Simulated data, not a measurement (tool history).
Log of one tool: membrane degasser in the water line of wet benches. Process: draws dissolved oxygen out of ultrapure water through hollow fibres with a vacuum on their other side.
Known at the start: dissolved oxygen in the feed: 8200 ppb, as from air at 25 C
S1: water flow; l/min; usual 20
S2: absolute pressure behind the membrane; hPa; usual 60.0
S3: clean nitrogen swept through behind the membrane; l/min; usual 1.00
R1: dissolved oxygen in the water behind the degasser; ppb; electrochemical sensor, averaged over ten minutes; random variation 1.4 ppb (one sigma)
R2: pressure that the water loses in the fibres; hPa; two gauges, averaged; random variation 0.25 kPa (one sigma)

{"run": 1, "hour": 0.0, "S1": 20, "S2": 60.0, "S3": 1.0, "R1": 151.9, "R2": 689.6}
{"run": 2, "hour": 34.5, "S1": 20, "S2": 60.0, "S3": 1.0, "R1": 152.4, "R2": 694.2}
{"run": 3, "hour": 85.2, "S1": 20, "S2": 87.3, "S3": 1.0, "R1": 269.8, "R2": 692.4}
{"run": 4, "hour": 132.2, "S1": 20, "S2": 87.3, "S3": 1.0, "R1": 273.7, "R2": 684.1}
{"run": 5, "hour": 158.4, "S1": 20, "S2": 87.3, "S3": 1.0, "R1": 271.1, "R2": 688.9}
{"run": 6, "hour": 187.6, "S1": 20, "S2": 60.0, "S3": 1.0, "R1": 153.7, "R2": 691.4}
{"run": 7, "hour": 225.6, "S1": 20, "S2": 60.0, "S3": 1.15, "R1": 139.2, "R2": 689.9}
{"run": 8, "hour": 276.1, "S1": 20, "S2": 60.0, "S3": 1.15, "R1": 136.5, "R2": 689.8}
{"run": 9, "hour": 316.3, "S1": 20, "S2": 60.0, "S3": 0.93, "R1": 164.6, "R2": 687.1}
{"run": 10, "hour": 363.0, "S1": 20, "S2": 60.0, "S3": 0.93, "R1": 162.9, "R2": 686.4}
{"run": 11, "hour": 392.6, "S1": 20, "S2": 122.9, "S3": 1.0, "R1": 430.0, "R2": 691.6}
{"run": 12, "hour": 443.0, "S1": 20, "S2": 122.9, "S3": 1.0, "R1": 413.7, "R2": 691.2}
{"run": 13, "hour": 491.2, "S1": 22, "S2": 44.3, "S3": 1.0, "R1": 98.5, "R2": 758.8}
{"run": 14, "hour": 541.2, "S1": 22, "S2": 44.3, "S3": 1.0, "R1": 98.3, "R2": 761.9}
{"hour": 544.3, "done": "vacuum gauge calibrated"}
{"run": 15, "hour": 581.6, "S1": 22, "S2": 44.3, "S3": 1.0, "R1": 109.9, "R2": 761.8}
{"run": 16, "hour": 607.2, "S1": 22, "S2": 44.3, "S3": 1.0, "R1": 108.2, "R2": 759.7}
{"run": 17, "hour": 630.7, "S1": 22, "S2": 44.3, "S3": 1.0, "R1": 108.9, "R2": 759.1}
{"run": 18, "hour": 654.7, "S1": 20, "S2": 63.9, "S3": 1.0, "R1": 186.0, "R2": 691.4}
{"run": 19, "hour": 705.3, "S1": 20, "S2": 63.9, "S3": 1.0, "R1": 180.1, "R2": 690.0}
{"run": 20, "hour": 741.3, "S1": 20, "S2": 42.5, "S3": 0.66, "R1": 118.5, "R2": 691.8}
{"run": 21, "hour": 767.4, "S1": 20, "S2": 42.5, "S3": 0.66, "R1": 119.4, "R2": 689.2}
{"hour": 792.9, "done": "vacuum gauge calibrated, once more"}
{"run": 22, "hour": 815.4, "S1": 20, "S2": 63.6, "S3": 1.0, "R1": 158.0, "R2": 697.4}
{"run": 23, "hour": 846.6, "S1": 16, "S2": 54.5, "S3": 1.0, "R1": 93.7, "R2": 553.4}

The same runs without the tool's hidden state, with the same run-to-run variation:
The hidden state here: membrane still open, %; true pressure behind the membrane over the reading, kPa; air that leaks in behind the membrane, l/min; drift of the gauge itself on oxygen_ppb, %; drift of the gauge itself on loss_of_pressure_kpa, %.
run=1 R1=137.7 R2=682.5
run=2 R1=138.0 R2=686.9
run=3 R1=254.3 R2=684.8
run=4 R1=257.7 R2=676.3
run=5 R1=255.1 R2=680.9
run=6 R1=138.5 R2=683.1
run=7 R1=125.2 R2=681.4
run=8 R1=122.5 R2=681.0
run=9 R1=147.7 R2=678.0
run=10 R1=146.0 R2=677.1
run=11 R1=411.1 R2=682.1
run=12 R1=395.2 R2=681.3
run=13 R1=80.7 R2=747.6
run=14 R1=80.2 R2=750.3
run=15 R1=81.1 R2=749.9
run=16 R1=79.7 R2=747.7
run=17 R1=80.1 R2=746.9
run=18 R1=158.3 R2=680.2
run=19 R1=153.1 R2=678.5
run=20 R1=81.6 R2=680.0
run=21 R1=82.0 R2=677.3
run=22 R1=154.9 R2=685.1
run=23 R1=91.3 R2=543.5

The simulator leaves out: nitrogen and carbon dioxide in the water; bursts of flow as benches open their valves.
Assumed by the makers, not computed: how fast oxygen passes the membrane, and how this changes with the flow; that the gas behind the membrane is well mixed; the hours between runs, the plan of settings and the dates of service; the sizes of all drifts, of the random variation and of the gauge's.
